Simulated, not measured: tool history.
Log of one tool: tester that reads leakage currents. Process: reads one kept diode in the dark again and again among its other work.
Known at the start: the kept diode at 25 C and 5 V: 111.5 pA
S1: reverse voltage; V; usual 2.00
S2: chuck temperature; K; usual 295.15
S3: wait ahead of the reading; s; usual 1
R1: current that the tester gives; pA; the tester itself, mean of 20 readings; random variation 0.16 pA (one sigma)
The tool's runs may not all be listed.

run,hour,S1,S2,S3,R1
1,0.0,2.00,295.15,1,58.43
2,39.8,2.00,295.15,1,58.26
3,66.4,2.00,295.15,1,58.04
4,99.2,2.00,295.15,1,58.69
5,138.2,2.00,295.15,1,58.92
6,163.7,2.00,295.15,1,58.86
7,199.4,1.88,295.15,1,56.69

Run 8 comes next. What will it give?
8,240.6,1.88,295.15,1,?

Run 8 gave R1 57.30 pA.
Without the tool's hidden state the same run would have given R1 50.20 pA.
